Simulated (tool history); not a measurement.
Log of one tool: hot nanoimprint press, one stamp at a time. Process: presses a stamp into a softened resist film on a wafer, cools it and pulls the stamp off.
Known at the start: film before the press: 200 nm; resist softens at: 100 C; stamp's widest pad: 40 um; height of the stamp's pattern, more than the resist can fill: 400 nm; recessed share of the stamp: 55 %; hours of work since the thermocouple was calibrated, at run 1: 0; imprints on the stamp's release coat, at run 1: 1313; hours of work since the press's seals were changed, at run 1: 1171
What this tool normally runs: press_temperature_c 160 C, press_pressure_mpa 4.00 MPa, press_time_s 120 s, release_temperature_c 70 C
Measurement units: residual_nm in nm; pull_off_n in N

| run | hour | press_temperature_c | press_pressure_mpa | press_time_s | release_temperature_c | hours of work since the thermocouple was calibrated | imprints on the stamp's release coat | hours of work since the press's seals were changed | residual_nm | pull_off_n |
|---|---|---|---|---|---|---|---|---|---|---|
| 1 | 0.0 | 160 | 4.00 | 120 | 70 | 0 | 1313 | 1171 | 90.2 | 317 |
| 2 | 61.0 | 160 | 4.00 | 120 | 70 | 35 | 1568 | 1206 | 88.9 | 342 |
| 3 | 121.2 | 160 | 4.00 | 120 | 70 | 70 | 1819 | 1240 | 89.6 | 354 |
|  | 163.0 | stamp cleaned and given a new release coat |
| 4 | 167.0 | 160 | 4.00 | 120 | 70 | 93 | 17 | 1263 | 89.8 | 213 |
| 5 | 193.9 | 160 | 4.00 | 120 | 70 | 108 | 130 | 1279 | 87.3 | 227 |
| 6 | 245.0 | 160 | 2.49 | 120 | 70 | 138 | 343 | 1308 | 108.4 | 240 |
|  | 279.4 | press's hydraulic seals changed and the load cell set to zero |
| 7 | 284.2 | 160 | 2.49 | 120 | 70 | 156 | 473 | 3 | 106.9 | 259 |
| 8 | 329.7 | 158 | 2.85 | 120 | 68 | 182 | 663 | 29 | 108.4 | 276 |

What does the tool deliver on the next run?
| 9 | 368.3 | 167 | 4.85 | 71 | 58 | 204 | 824 | 51 | ? | ? |

residual_nm: 66.9 nm
pull_off_n: 361 N
With the hidden condition absent and the run-to-run variation left alone, this run would have shown residual_nm 70.9 nm, pull_off_n 289 N.
